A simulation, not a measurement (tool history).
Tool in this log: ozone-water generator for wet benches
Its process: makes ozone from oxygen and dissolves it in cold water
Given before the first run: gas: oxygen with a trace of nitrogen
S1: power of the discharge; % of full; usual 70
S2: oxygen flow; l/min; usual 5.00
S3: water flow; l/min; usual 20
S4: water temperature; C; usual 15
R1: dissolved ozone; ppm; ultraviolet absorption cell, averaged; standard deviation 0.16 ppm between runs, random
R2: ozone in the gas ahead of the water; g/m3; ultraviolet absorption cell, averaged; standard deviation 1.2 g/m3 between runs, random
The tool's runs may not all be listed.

run      day  S1    S2  S3  S4    R1     R2
  1    0.000  70  5.00  20  15  19.2  216.3
  2    5.688  70  5.00  20  15  19.5  217.9
  3   11.467  70  5.00  20  15  19.4  216.3
  4   17.300  70  5.00  20  10  20.3  215.4
  5   23.854  70  5.00  24  15  15.9  213.7
  6   30.133  70  5.00  24  15  16.0  215.1
  7   34.875  70  5.00  25  15  15.3  216.5
  8   42.721  70  5.00  25  15  15.4  214.3
  9   49.212  70  5.00  25  15  15.1  214.1
 10   57.550  70  5.00  25  15  15.1  213.2
 11   63.667  70  5.00  25  15  15.2  212.4
 12   72.121  70  5.00  16  15  22.5  213.2
 13   80.058  70  4.19  20  15  17.6  231.3
      80.800  -- water thermometer calibrated
 14   85.892  70  4.19  20  15  17.9  227.5
 15   90.546  40  4.19  20  15  10.8  142.2
 16   96.971  40  4.19  20  15  10.8  142.2
 17  103.825  40  4.19  20  15  11.0  139.8
 18  109.425  73  2.72  17  18  18.8  283.7
 19  113.562  70  3.84  18  20  17.8  234.7
 20  119.183  70  3.84  18  20  17.7  237.7
 21  124.892  48  3.84  18  20  12.9  168.7
     129.646  -- water thermometer calibrated, once more
 22  131.892  70  5.00  23  23  14.1  208.3
 23  141.146  70  5.00  23  23  14.1  208.1
 24  145.233  70  5.61  15  23  20.1  195.7
 25  154.612  70  5.61  15  23  19.5  196.2
 26  163.404  70  3.58  20  15  16.4  237.0
 27  168.408  72  5.52  20  15  18.1  201.4
 28  177.683  72  5.52  20  15  17.9  200.2
 29  181.808  72  5.52  20  15  17.9  201.4
 30  191.142  68  5.00  14  15  22.6  197.6
     197.754  -- contactor cleaned
 31  199.308  83  5.00  30  19  13.6  235.1

Forecast run 32:
 32  203.838  70  5.00  16   8   ?   ?

{"run 32": {"R1": 24.4, "R2": 201.2}}
Had the tool carried no hidden state, the very same run would have given R1 27.4 ppm, R2 225.4 g/m3.
